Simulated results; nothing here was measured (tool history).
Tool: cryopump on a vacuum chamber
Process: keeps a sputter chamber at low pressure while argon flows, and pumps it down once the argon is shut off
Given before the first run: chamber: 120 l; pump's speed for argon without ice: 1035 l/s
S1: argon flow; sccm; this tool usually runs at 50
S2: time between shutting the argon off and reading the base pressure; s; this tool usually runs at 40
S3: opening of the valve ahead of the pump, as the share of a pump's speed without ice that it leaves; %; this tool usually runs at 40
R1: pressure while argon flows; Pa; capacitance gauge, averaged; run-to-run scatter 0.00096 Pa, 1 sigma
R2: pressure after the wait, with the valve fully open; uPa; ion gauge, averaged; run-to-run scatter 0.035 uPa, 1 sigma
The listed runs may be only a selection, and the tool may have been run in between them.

run     day  S1  S2  S3      R1    R2
  1       0  50  40  40  0.2073  3.23
  2   1.662  50  40  40  0.2092   3.3
  3     3.2  50  40  40  0.2085  3.21
  4   4.996  50  40  40  0.2117  3.32
  5   6.742  50  40  40  0.2096   3.4
  6   7.729  50  40  40  0.2096  3.36
  7   8.725  50  40  40  0.2116  3.43
  8  10.917  77  40  40   0.327  3.42
  9  12.679  77  27  26  0.4985  4.25
 10  13.858  77  27  26  0.4973  4.33
 11  15.562  77  27  26  0.4957  4.35
 12  17.021  85  40  41  0.3554  3.55
 13  18.971  85  40  41  0.3565  3.63
 14  20.275  50  47  21  0.3995  3.42

For each run, the measured value with the value that run would have given without the tool's hidden condition subtracted. The run-to-run variation is shared by both, the gauge scatter possibly not:
Hidden conditions of the tool in this case: pump's speed, % of a pump's without ice; cold plate's temperature, K; leak into the chamber, uPa l/s; drift of the gauge itself on working_pa, %; drift of the gauge itself on base_upa, %.
run       R1     R2
  1  +0.0049  +1.29
  2  +0.0055  +1.34
  3  +0.0059  +1.32
  4  +0.0067  +1.38
  5  +0.0073  +1.43
  6  +0.0076  +1.44
  7   +0.008  +1.47
  8  +0.0135  +1.51
  9  +0.0145  +1.53
 10  +0.0152  +1.57
 11   +0.016  +1.61
 12  +0.0188  +1.61
 13  +0.0199  +1.66
 14  +0.0122  +1.71
